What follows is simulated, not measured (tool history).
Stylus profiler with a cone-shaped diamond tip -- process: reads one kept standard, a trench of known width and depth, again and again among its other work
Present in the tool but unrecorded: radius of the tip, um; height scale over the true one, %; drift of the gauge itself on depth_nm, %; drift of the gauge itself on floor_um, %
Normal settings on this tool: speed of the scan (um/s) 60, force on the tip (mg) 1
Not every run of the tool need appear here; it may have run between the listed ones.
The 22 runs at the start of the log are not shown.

run	day	speed of the scan (um/s)	force on the tip (mg)	scans with this tip	hours of work since the height scale was calibrated	depth of the trench (Å)	width of the trench's floor (µm)
23	10.833	60	1.22	3583	424	2014.4	96.75
24	11.15	60	1.22	3624	429	2014.9	96.74
25	11.775	28	0.77	3703	438	2011.4	96.84
26	12.183	28	0.77	3756	445	2011.4	96.82
27	12.754	94	1	3829	453	2013.3	96.65
28	13.233	94	1	3890	460	2012.1	96.62
29	13.588	18	1	3935	466	2013.4	96.83
30	14.096	18	0.41	4000	474	2006.8	96.81
31	14.362	26	2.35	4033	478	2024.1	96.9
32	14.879	60	0.34	4099	485	2005.4	96.59
33	15.204	60	0.34	4141	490	2006.4	96.56
34	15.804	70	0.65	4218	499	2008.9	96.65
35	16.225	239	1.14	4271	506	2013.8	96.2
36	16.688	155	0.61	4330	513	2009.6	96.22
37	17.275	133	0.36	4405	522	2006.6	96.22
38	17.675	16	0.43	4456	528	2007.6	96.76
39	18.242	46	0.99	4529	536	2013.1	96.72
40	18.554	48	0.81	4568	541	2010.7	96.72
41	19.062	48	0.81	4633	549	2010.2	96.77
42	19.638	48	2.42	4707	557	2024.4	96.76
43	20.138	48	2.42	4770	565	2023.9	96.77
44	20.608	136	1	4830	572	2013.3	96.42
45	20.967	136	1	4876	577	2012.1	96.41
46	21.367	68	1.55	4927	583	2017.2	96.66
47	21.825	68	1.55	4986	590	2017.8	96.68

Each row is a separate what-if for the run after 47, all from the same tool condition, not one after another. Results?
A	22.367	182	2.56	5055	598	?	?
B	22.367	31	2.25	5055	598	?	?
C	22.367	29	1	5055	598	?	?
D	22.367	40	1	5055	598	?	?

run	depth of the trench (Å)	width of the trench's floor (µm)
A	2025.9	96.5
B	2023.5	96.75
C	2012.9	96.79
D	2012.3	96.73
Without the tool's hidden state the same runs would have given:
run	depth of the trench (Å)	width of the trench's floor (µm)
A	2026.9	96.86
B	2024.5	97.11
C	2013.9	97.14
D	2013.3	97.09
